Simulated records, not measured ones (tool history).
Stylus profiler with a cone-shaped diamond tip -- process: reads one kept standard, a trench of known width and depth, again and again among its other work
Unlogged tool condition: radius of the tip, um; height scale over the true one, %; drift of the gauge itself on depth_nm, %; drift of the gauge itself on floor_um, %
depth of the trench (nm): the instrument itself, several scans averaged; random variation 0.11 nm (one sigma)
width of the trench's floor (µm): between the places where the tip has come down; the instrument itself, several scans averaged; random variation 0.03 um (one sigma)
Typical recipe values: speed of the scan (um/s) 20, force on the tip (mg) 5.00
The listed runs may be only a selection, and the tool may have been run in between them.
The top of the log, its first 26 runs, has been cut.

run    hour  speed of the scan (um/s)  force on the tip (mg)  scans with this tip  hours of work since the height scale was calibrated  depth of the trench (nm)  width of the trench's floor (µm)
 27   972.1                        30                   2.05                 8395                                                 1364                    202.40                             97.53
 28  1003.4                        18                   5.00                 8498                                                 1381                    203.41                             97.58
 29  1040.4                        44                   3.75                 8620                                                 1401                    203.20                             97.48
 30  1083.8                        16                   4.92                 8762                                                 1424                    203.35                             97.54
 31  1132.1                        16                   4.92                 8921                                                 1450                    203.49                             97.59
     1136.9  -- height scale calibrated on a step standard
 32  1176.7                        16                   4.92                 9067                                                   21                    203.76                             97.52
 33  1215.9                        36                   7.82                 9195                                                   42                    204.64                             97.50
 34  1243.6                        11                   7.82                 9286                                                   57                    204.66                             97.58
 35  1287.8                        46                  14.43                 9432                                                   81                    206.56                             97.50
 36  1335.0                        46                  14.43                 9587                                                  106                    206.29                             97.49

Estimate the outcome of run 37 from the log above:
 37  1378.2                        10                   5.26                 9729                                                  129                         ?                                 ?

{"run 37": {"depth of the trench (nm)": 203.92, "width of the trench's floor (µm)": 97.53}}
The same run, on a tool lacking any hidden state, would have yielded depth of the trench (nm) 202.66, width of the trench's floor (µm) 98.22.
